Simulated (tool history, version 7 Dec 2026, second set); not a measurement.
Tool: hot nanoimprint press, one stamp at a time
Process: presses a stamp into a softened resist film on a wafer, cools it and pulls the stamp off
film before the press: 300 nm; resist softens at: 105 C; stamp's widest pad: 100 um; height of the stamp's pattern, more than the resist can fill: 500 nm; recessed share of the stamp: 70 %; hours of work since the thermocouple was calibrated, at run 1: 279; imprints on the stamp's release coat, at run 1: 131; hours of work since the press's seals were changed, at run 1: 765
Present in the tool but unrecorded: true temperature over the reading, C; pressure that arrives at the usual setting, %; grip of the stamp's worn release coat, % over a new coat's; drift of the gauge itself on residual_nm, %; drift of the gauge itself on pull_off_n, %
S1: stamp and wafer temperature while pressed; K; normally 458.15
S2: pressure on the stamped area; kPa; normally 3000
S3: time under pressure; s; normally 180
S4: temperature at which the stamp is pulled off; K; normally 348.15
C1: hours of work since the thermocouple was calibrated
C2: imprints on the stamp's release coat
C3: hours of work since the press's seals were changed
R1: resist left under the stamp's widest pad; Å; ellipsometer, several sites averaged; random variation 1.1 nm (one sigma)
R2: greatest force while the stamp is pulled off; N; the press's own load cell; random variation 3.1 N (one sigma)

run 1 hour=0.0 | S1=458.15 S2=3000 S3=180 S4=348.15 | C1=279 C2=131 C3=765 | R1=1665 R2=154
-- hour=63.5 plate thermocouple calibrated
run 2 hour=91.0 | S1=458.15 S2=3000 S3=180 S4=348.15 | C1=15 C2=515 C3=815 | R1=1648 R2=174
run 3 hour=181.1 | S1=458.15 S2=3000 S3=180 S4=348.15 | C1=66 C2=909 C3=865 | R1=1624 R2=197
run 4 hour=228.9 | S1=458.15 S2=3000 S3=180 S4=348.15 | C1=93 C2=1118 C3=892 | R1=1650 R2=198
-- hour=249.5 stamp cleaned and given a new release coat
run 5 hour=292.3 | S1=458.15 S2=3000 S3=180 S4=348.15 | C1=125 C2=186 C3=924 | R1=1642 R2=153
run 6 hour=372.4 | S1=458.15 S2=3000 S3=180 S4=348.15 | C1=170 C2=536 C3=969 | R1=1652 R2=177
run 7 hour=454.4 | S1=458.15 S2=3000 S3=180 S4=348.15 | C1=216 C2=894 C3=1015 | R1=1678 R2=192
-- hour=522.4 stamp cleaned and given a new release coat
run 8 hour=535.3 | S1=458.15 S2=3000 S3=180 S4=348.15 | C1=258 C2=57 C3=1057 | R1=1685 R2=150
run 9 hour=581.2 | S1=458.15 S2=3000 S3=180 S4=348.15 | C1=284 C2=257 C3=1083 | R1=1686 R2=161
-- hour=634.9 plate thermocouple calibrated
run 10 hour=634.9 | S1=458.15 S2=3000 S3=180 S4=348.15 | C1=0 C2=478 C3=1112 | R1=1633 R2=175
run 11 hour=678.4 | S1=458.15 S2=3000 S3=180 S4=348.15 | C1=24 C2=669 C3=1136 | R1=1666 R2=180
run 12 hour=772.7 | S1=458.15 S2=3000 S3=180 S4=348.15 | C1=77 C2=1080 C3=1189 | R1=1646 R2=202
-- hour=799.6 stamp cleaned and given a new release coat
run 13 hour=850.7 | S1=454.15 S2=3000 S3=109 S4=348.15 | C1=118 C2=223 C3=1229 | R1=2139 R2=158
-- hour=882.2 press's hydraulic seals changed and the load cell set to zero
run 14 hour=937.2 | S1=454.15 S2=3000 S3=109 S4=348.15 | C1=162 C2=566 C3=31 | R1=2090 R2=178
run 15 hour=1006.5 | S1=454.15 S2=3000 S3=109 S4=348.15 | C1=201 C2=869 C3=70 | R1=2109 R2=187
-- hour=1086.7 stamp cleaned and given a new release coat
run 16 hour=1095.3 | S1=470.15 S2=2030 S3=103 S4=343.15 | C1=247 C2=37 C3=116 | R1=1598 R2=164
run 17 hour=1184.4 | S1=450.15 S2=2030 S3=103 S4=343.15 | C1=297 C2=426 C3=166 | R1=2552 R2=183
-- hour=1211.5 plate thermocouple calibrated
run 18 hour=1239.8 | S1=458.15 S2=2810 S3=263 S4=340.15 | C1=16 C2=655 C3=196 | R1=1443 R2=203
run 19 hour=1324.8 | S1=461.15 S2=3290 S3=268 S4=341.15 | C1=64 C2=1026 C3=244 | R1=1201 R2=212
-- hour=1369.8 stamp cleaned and given a new release coat
run 20 hour=1369.9 | S1=458.15 S2=3000 S3=185 S4=348.15 | C1=86 C2=0 C3=265 | R1=1583 R2=150
run 21 hour=1466.3 | S1=458.15 S2=3000 S3=185 S4=348.15 | C1=140 C2=421 C3=320 | R1=1613 R2=167
run 22 hour=1533.3 | S1=458.15 S2=3000 S3=185 S4=348.15 | C1=177 C2=714 C3=357 | R1=1605 R2=185
run 23 hour=1590.1 | S1=458.15 S2=3000 S3=148 S4=342.15 | C1=209 C2=962 C3=389 | R1=1762 R2=217

What if the next run were any one of these 3? Each begins from the tool's condition after run 23:
-- hour=1646.1 stamp cleaned and given a new release coat
run A hour=1672.7 | S1=458.15 S2=3000 S3=213 S4=349.15 | C1=252 C2=116 C3=432 | R1=? R2=?
-- hour=1646.1 stamp cleaned and given a new release coat
run B hour=1672.7 | S1=461.15 S2=4190 S3=148 S4=342.15 | C1=252 C2=116 C3=432 | R1=? R2=?
-- hour=1646.1 stamp cleaned and given a new release coat
run C hour=1672.7 | S1=458.15 S2=3800 S3=180 S4=337.15 | C1=252 C2=116 C3=432 | R1=? R2=?

run=A R1=1541 R2=155
run=B R1=1381 R2=168
run=C R1=1487 R2=176
Had the tool no hidden state, the same runs would have come out as:
run=A R1=1484 R2=148
run=B R1=1322 R2=160
run=C R1=1426 R2=168

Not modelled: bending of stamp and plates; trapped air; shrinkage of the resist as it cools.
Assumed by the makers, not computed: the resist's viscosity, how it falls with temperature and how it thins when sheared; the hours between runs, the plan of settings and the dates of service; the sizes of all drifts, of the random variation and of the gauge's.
